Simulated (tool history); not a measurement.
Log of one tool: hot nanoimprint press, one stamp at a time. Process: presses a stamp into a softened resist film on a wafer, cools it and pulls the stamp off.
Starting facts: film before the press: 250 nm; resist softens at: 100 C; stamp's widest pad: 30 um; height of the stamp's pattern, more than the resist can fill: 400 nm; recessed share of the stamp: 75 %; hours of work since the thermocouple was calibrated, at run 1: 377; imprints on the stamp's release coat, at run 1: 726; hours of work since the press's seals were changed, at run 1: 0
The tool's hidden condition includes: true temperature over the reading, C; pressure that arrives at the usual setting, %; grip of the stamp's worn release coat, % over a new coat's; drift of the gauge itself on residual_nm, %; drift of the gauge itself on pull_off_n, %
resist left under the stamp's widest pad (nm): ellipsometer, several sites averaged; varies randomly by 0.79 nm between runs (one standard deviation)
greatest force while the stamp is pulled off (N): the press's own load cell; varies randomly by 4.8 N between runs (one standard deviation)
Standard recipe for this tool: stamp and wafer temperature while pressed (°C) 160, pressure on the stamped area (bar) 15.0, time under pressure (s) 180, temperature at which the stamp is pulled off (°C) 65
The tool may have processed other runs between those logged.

run	hour	stamp and wafer temperature while pressed (°C)	pressure on the stamped area (bar)	time under pressure (s)	temperature at which the stamp is pulled off (°C)	hours of work since the thermocouple was calibrated	imprints on the stamp's release coat	hours of work since the press's seals were changed	resist left under the stamp's widest pad (nm)	greatest force while the stamp is pulled off (N)
1	0.0	160	15.0	180	65	377	726	0	104.7	273
2	23.0	160	15.0	306	65	392	785	15	84.5	269
3	40.0	160	15.0	180	65	402	829	25	107.6	280
4	68.6	160	15.0	180	65	421	903	43	104.5	288
5	99.4	160	15.0	180	68	440	982	63	105.7	264
6	114.6	160	15.0	180	65	450	1022	73	107.1	285
7	136.9	160	15.0	180	71	464	1079	87	106.4	250
# hour 155.2: plate thermocouple calibrated
8	170.6	160	15.0	180	71	10	1158	106	107.7	247
# hour 181.2: stamp cleaned and given a new release coat
9	203.5	160	15.0	180	65	27	57	123	107.0	238
10	217.0	160	15.0	180	65	35	92	132	107.9	239
11	247.8	160	15.0	180	65	55	171	151	107.1	250
12	261.1	160	15.0	180	65	63	206	160	108.2	250
13	275.1	160	15.0	180	65	72	242	169	109.5	252
14	298.9	160	15.0	180	65	87	303	184	110.1	257
# hour 323.1: plate thermocouple calibrated, once more
15	323.3	160	15.0	180	65	0	358	197	104.9	251
16	348.5	160	15.0	180	65	16	423	213	102.7	257
17	369.4	150	15.0	104	61	29	477	226	191.4	279
18	396.2	155	11.8	211	65	46	546	243	139.7	265
19	409.2	155	11.8	145	65	55	580	252	157.7	268
20	428.7	155	11.8	145	65	67	630	264	158.2	262
21	449.5	155	11.8	145	65	80	683	277	158.1	270
22	482.0	166	23.9	180	72	101	767	298	61.9	220
23	497.8	155	9.4	145	66	111	808	308	169.8	268
24	517.1	155	9.4	145	66	123	858	320	168.7	273
25	547.0	155	13.7	145	66	142	934	339	149.1	278
26	578.1	160	18.4	290	65	162	1015	359	78.3	282
27	592.6	152	13.7	172	71	171	1052	368	163.7	243
28	613.8	160	12.5	268	69	184	1107	381	97.6	255
# hour 644.9: stamp cleaned and given a new release coat
29	648.7	160	12.5	268	69	203	10	400	98.4	211
30	672.5	160	12.5	268	69	218	71	415	97.5	215
31	699.4	167	9.5	210	65	235	141	432	84.9	243

Consider 3 possible next runs. They are alternatives, not a sequence: every one starts from the tool as it was left by run 31. What does each give?
A	713.9	165	15.6	180	53	244	178	441	?	?
B	713.9	160	15.0	307	65	244	178	441	?	?
C	713.9	166	15.0	185	71	244	178	441	?	?

run	resist left under the stamp's widest pad (nm)	greatest force while the stamp is pulled off (N)
A	81.0	319
B	85.8	248
C	77.6	203
Stripped of hidden state, with their random variation kept, the same runs would have yielded:
run	resist left under the stamp's widest pad (nm)	greatest force while the stamp is pulled off (N)
A	77.1	303
B	81.6	235
C	73.9	192

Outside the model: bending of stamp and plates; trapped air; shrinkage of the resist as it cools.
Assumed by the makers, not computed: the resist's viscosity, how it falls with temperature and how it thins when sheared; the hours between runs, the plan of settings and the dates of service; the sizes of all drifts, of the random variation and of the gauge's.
